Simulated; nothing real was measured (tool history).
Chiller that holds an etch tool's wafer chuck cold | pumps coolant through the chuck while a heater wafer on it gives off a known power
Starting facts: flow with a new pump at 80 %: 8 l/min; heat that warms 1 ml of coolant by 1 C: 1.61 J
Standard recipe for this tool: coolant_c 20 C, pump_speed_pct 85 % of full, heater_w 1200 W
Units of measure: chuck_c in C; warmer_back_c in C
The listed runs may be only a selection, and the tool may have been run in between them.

| run | hour | coolant_c | pump_speed_pct | heater_w | chuck_c | warmer_back_c |
|---|---|---|---|---|---|---|
| 1 | 0 | 20 | 85 | 1200 | 32.4 | 5.36 |
| 2 | 113.9 | 20 | 85 | 1200 | 32.4 | 5.37 |
| 3 | 215 | 20 | 85 | 1200 | 32.6 | 5.42 |
| 4 | 314.5 | 20 | 85 | 1200 | 32.5 | 5.42 |
| 5 | 373.2 | 20 | 85 | 1200 | 32.5 | 5.39 |
| 6 | 487.5 | 27 | 85 | 1200 | 39.6 | 5.41 |
| 7 | 593 | 20 | 85 | 1200 | 32.5 | 5.38 |
| 8 | 686.5 | 23 | 85 | 1200 | 35.6 | 5.4 |
| 9 | 737.4 | 23 | 85 | 1200 | 35.6 | 5.41 |
| 10 | 788.9 | 20 | 85 | 1704 | 38 | 7.74 |
| 11 | 892.3 | 20 | 85 | 1704 | 38 | 7.7 |
| 12 | 944.6 | 21 | 85 | 921 | 30.8 | 4.13 |
| 13 | 1045.5 | 27 | 84 | 778 | 35.3 | 3.6 |
|  | 1139.7 | chiller's thermometer calibrated |
| 14 | 1146.5 | 15 | 75 | 778 | 23.8 | 4.05 |
| 15 | 1206.8 | 15 | 75 | 778 | 23.8 | 4 |
| 16 | 1272.4 | 30 | 86 | 766 | 38 | 3.44 |
| 17 | 1334.7 | 30 | 86 | 766 | 38.2 | 3.48 |
| 18 | 1432.8 | 23 | 86 | 1220 | 35.8 | 5.47 |
| 19 | 1493.3 | 23 | 86 | 1220 | 35.9 | 5.53 |
| 20 | 1553.5 | 14 | 78 | 1505 | 30.8 | 7.56 |
| 21 | 1608.4 | 13 | 76 | 689 | 20.8 | 3.59 |

Alternative continuations, all from the tool just after run 21; predict every row:
| A | 1711 | 30 | 74 | 653 | ? | ? |
| B | 1711 | 20 | 97 | 1200 | ? | ? |
| C | 1711 | 12 | 75 | 689 | ? | ? |
| D | 1711 | 10 | 62 | 804 | ? | ? |

| run | chuck_c | warmer_back_c |
|---|---|---|
| A | 37.5 | 3.46 |
| B | 31.6 | 4.75 |
| C | 19.9 | 3.63 |
| D | 20.5 | 5.18 |
Had the tool no hidden state, the same runs would have come out as:
| run | chuck_c | warmer_back_c |
|---|---|---|
| A | 36.5 | 3.3 |
| B | 30 | 4.52 |
| C | 18.9 | 3.46 |
| D | 19.1 | 4.94 |
